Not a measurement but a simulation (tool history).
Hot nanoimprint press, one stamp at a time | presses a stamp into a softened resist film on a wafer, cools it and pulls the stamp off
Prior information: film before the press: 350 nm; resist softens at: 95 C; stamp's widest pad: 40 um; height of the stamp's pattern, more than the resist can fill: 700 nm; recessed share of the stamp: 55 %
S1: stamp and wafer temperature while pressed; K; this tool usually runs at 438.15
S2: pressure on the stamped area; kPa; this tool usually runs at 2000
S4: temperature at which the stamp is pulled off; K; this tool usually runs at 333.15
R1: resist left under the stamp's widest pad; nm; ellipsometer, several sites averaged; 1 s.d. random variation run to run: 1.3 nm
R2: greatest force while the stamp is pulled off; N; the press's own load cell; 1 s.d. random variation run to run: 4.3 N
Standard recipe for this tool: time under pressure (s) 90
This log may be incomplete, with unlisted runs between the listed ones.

{"run": 1, "hour": 0.0, "S1": 438.15, "S2": 2000, "time under pressure (s)": 90, "S4": 333.15, "R1": 209.9, "R2": 222}
{"run": 2, "hour": 12.0, "S1": 438.15, "S2": 2000, "time under pressure (s)": 90, "S4": 333.15, "R1": 209.7, "R2": 213}
{"run": 3, "hour": 24.5, "S1": 448.15, "S2": 2000, "time under pressure (s)": 90, "S4": 333.15, "R1": 164.5, "R2": 212}
{"run": 4, "hour": 35.9, "S1": 438.15, "S2": 2000, "time under pressure (s)": 90, "S4": 333.15, "R1": 210.8, "R2": 215}
{"run": 5, "hour": 47.3, "S1": 438.15, "S2": 2000, "time under pressure (s)": 90, "S4": 333.15, "R1": 211.0, "R2": 221}
{"run": 6, "hour": 61.1, "S1": 438.15, "S2": 2000, "time under pressure (s)": 46, "S4": 333.15, "R1": 254.5, "R2": 225}
{"run": 7, "hour": 72.7, "S1": 438.15, "S2": 2000, "time under pressure (s)": 142, "S4": 333.15, "R1": 182.3, "R2": 225}
{"run": 8, "hour": 79.3, "S1": 438.15, "S2": 2000, "time under pressure (s)": 90, "S4": 333.15, "R1": 210.8, "R2": 225}
{"run": 9, "hour": 86.1, "S1": 438.15, "S2": 2000, "time under pressure (s)": 90, "S4": 333.15, "R1": 211.6, "R2": 215}
{"run": 10, "hour": 100.0, "S1": 438.15, "S2": 2000, "time under pressure (s)": 90, "S4": 333.15, "R1": 212.7, "R2": 232}
{"run": 11, "hour": 112.4, "S1": 438.15, "S2": 2000, "time under pressure (s)": 90, "S4": 333.15, "R1": 211.3, "R2": 231}
{"run": 12, "hour": 120.1, "S1": 438.15, "S2": 2000, "time under pressure (s)": 90, "S4": 333.15, "R1": 214.0, "R2": 243}
{"run": 13, "hour": 131.5, "S1": 438.15, "S2": 2000, "time under pressure (s)": 90, "S4": 333.15, "R1": 212.7, "R2": 243}
{"run": 14, "hour": 144.5, "S1": 438.15, "S2": 2000, "time under pressure (s)": 90, "S4": 333.15, "R1": 211.5, "R2": 245}
{"run": 15, "hour": 159.2, "S1": 438.15, "S2": 2000, "time under pressure (s)": 90, "S4": 333.15, "R1": 212.3, "R2": 238}
{"run": 16, "hour": 171.2, "S1": 440.15, "S2": 1470, "time under pressure (s)": 90, "S4": 333.15, "R1": 226.3, "R2": 252}
{"run": 17, "hour": 179.8, "S1": 440.15, "S2": 2830, "time under pressure (s)": 90, "S4": 333.15, "R1": 179.7, "R2": 264}
{"run": 18, "hour": 194.9, "S1": 440.15, "S2": 2070, "time under pressure (s)": 138, "S4": 322.15, "R1": 172.6, "R2": 279}
{"run": 19, "hour": 205.6, "S1": 442.15, "S2": 2620, "time under pressure (s)": 54, "S4": 322.15, "R1": 209.5, "R2": 287}
{"run": 20, "hour": 216.5, "S1": 446.15, "S2": 1800, "time under pressure (s)": 63, "S4": 322.15, "R1": 207.7, "R2": 300}
{"run": 21, "hour": 230.0, "S1": 438.15, "S2": 3030, "time under pressure (s)": 90, "S4": 339.15, "R1": 184.3, "R2": 241}
{"run": 22, "hour": 238.2, "S1": 434.15, "S2": 1780, "time under pressure (s)": 85, "S4": 333.15, "R1": 248.6, "R2": 261}
{"run": 23, "hour": 248.3, "S1": 434.15, "S2": 1780, "time under pressure (s)": 85, "S4": 333.15, "R1": 247.1, "R2": 263}
{"run": 24, "hour": 255.7, "S1": 443.15, "S2": 1870, "time under pressure (s)": 67, "S4": 333.15, "R1": 213.7, "R2": 274}
{"run": 25, "hour": 266.7, "S1": 448.15, "S2": 1870, "time under pressure (s)": 157, "S4": 333.15, "R1": 139.4, "R2": 266}
{"run": 26, "hour": 273.2, "S1": 437.15, "S2": 2030, "time under pressure (s)": 103, "S4": 322.15, "R1": 209.3, "R2": 307}
{"run": 27, "hour": 284.4, "S1": 437.15, "S2": 2030, "time under pressure (s)": 103, "S4": 322.15, "R1": 211.6, "R2": 296}
{"run": 28, "hour": 299.2, "S1": 447.15, "S2": 2000, "time under pressure (s)": 90, "S4": 333.15, "R1": 172.3, "R2": 273}
{"run": 29, "hour": 311.6, "S1": 447.15, "S2": 2000, "time under pressure (s)": 90, "S4": 333.15, "R1": 172.7, "R2": 286}
{"run": 30, "hour": 320.1, "S1": 443.15, "S2": 2000, "time under pressure (s)": 90, "S4": 337.15, "R1": 191.1, "R2": 266}

Here are 3 independent what-if runs from the current tool condition. What would each one return?
{"run": "A", "hour": 329.1, "S1": 427.15, "S2": 2000, "time under pressure (s)": 90, "S4": 329.15, "R1": "?", "R2": "?"}
{"run": "B", "hour": 329.1, "S1": 438.15, "S2": 1200, "time under pressure (s)": 90, "S4": 333.15, "R1": "?", "R2": "?"}
{"run": "C", "hour": 329.1, "S1": 443.15, "S2": 2000, "time under pressure (s)": 61, "S4": 337.15, "R1": "?", "R2": "?"}

run=A R1=269.3 R2=299
run=B R1=249.8 R2=291
run=C R1=216.4 R2=271
With no hidden state in the tool, these same runs would have given:
run=A R1=261.1 R2=215
run=B R1=242.7 R2=210
run=C R1=207.9 R2=195
